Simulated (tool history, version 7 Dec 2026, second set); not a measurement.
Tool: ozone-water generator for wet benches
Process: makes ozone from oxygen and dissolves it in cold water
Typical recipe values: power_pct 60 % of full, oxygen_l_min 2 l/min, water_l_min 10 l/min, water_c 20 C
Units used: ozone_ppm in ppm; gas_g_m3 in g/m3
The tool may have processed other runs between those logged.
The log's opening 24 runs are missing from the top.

run    hour  power_pct  oxygen_l_min  water_l_min  water_c  ozone_ppm  gas_g_m3
 25  1508.9         60             2            7       20       26.3     196.2
 26  1556.2         60             2            7       20         26     196.2
 27  1607.7         60             2            8       25       21.8       196
 28  1676.3         84             2            7       14       36.7     252.2
 29  1748.4         60             2           10       22       19.3     195.1
 30  1829.4         59             2           12       20       16.5     193.5
 31  1875.6         91             2           12       13       24.9     266.9
 32  1954.9         43          2.91           16       20         11     131.5

4 options for the next run, each taken on its own from the tool as it stands now. Forecast them:
  A  1992.6         51          1.92            8       20          ?         ?
  B  1992.6         81          2.57           15       20          ?         ?
  C  1992.6         60             2           10       20          ?         ?
  D  1992.6         64          2.91           16       20          ?         ?

run  ozone_ppm  gas_g_m3
  A       20.8     175.8
  B       18.4     220.8
  C       19.6     196.2
  D         15     177.1
Take away the tool's hidden state, keep each run's random variation, and the runs would have read:
run  ozone_ppm  gas_g_m3
  A       20.8     179.5
  B       18.4     225.5
  C       19.6     200.3
  D         15     180.9
